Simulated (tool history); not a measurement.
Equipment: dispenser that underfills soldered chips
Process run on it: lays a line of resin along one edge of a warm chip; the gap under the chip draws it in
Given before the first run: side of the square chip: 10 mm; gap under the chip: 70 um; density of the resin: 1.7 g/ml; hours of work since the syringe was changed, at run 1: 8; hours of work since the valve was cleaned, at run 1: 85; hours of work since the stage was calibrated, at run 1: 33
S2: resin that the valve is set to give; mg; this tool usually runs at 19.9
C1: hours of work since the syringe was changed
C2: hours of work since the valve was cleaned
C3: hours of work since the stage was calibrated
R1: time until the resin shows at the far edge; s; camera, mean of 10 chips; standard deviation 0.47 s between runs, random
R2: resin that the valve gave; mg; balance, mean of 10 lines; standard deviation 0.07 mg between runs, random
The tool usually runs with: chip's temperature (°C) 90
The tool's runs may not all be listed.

run 1 hour=0 | chip's_temperature_(°C)=90 S2=19.9 | C1=8 C2=85 C3=33 | R1=64.8 R2=18.78
-- hour=3 new syringe of resin
run 2 hour=5.1 | chip's_temperature_(°C)=90 S2=19.9 | C1=2 C2=89 C3=37 | R1=40.1 R2=18.76
run 3 hour=9.3 | chip's_temperature_(°C)=90 S2=19.9 | C1=5 C2=92 C3=40 | R1=48.4 R2=18.77
run 4 hour=13.7 | chip's_temperature_(°C)=90 S2=19.9 | C1=8 C2=95 C3=43 | R1=61.4 R2=18.75
-- hour=16.7 new syringe of resin
run 5 hour=21.1 | chip's_temperature_(°C)=93 S2=19.9 | C1=3 C2=100 C3=48 | R1=39.3 R2=18.61
-- hour=25.7 dispensing valve cleaned and set on the balance
run 6 hour=29.5 | chip's_temperature_(°C)=91 S2=19.9 | C1=9 C2=3 C3=54 | R1=62.8 R2=19.85
-- hour=31.2 new syringe of resin
run 7 hour=36.8 | chip's_temperature_(°C)=91 S2=19.9 | C1=4 C2=8 C3=59 | R1=46.4 R2=19.68
run 8 hour=40.8 | chip's_temperature_(°C)=91 S2=19.9 | C1=7 C2=11 C3=62 | R1=57.3 R2=19.67
-- hour=44.7 new syringe of resin
run 9 hour=48.6 | chip's_temperature_(°C)=91 S2=19.9 | C1=3 C2=17 C3=68 | R1=42.1 R2=19.63
run 10 hour=54.2 | chip's_temperature_(°C)=90 S2=19.7 | C1=7 C2=21 C3=72 | R1=57.5 R2=19.35
-- hour=58.5 new syringe of resin
run 11 hour=60 | chip's_temperature_(°C)=90 S2=19.7 | C1=1 C2=25 C3=76 | R1=36.5 R2=19.37
run 12 hour=67.7 | chip's_temperature_(°C)=80 S2=17.7 | C1=7 C2=31 C3=82 | R1=91.8 R2=17.4
run 13 hour=71 | chip's_temperature_(°C)=80 S2=17.7 | C1=9 C2=33 C3=84 | R1=109.3 R2=17.35

The next listed run, before its measurement:
-- hour=72 new syringe of resin
run 14 hour=75.1 | chip's_temperature_(°C)=91 S2=24 | C1=2 C2=36 C3=87 | R1=? R2=?

Logged for run 14: R1 39.5 s, R2 23.4 mg.
The same run, on a tool lacking any hidden state, would have yielded R1 35.1 s, R2 23.94 mg.
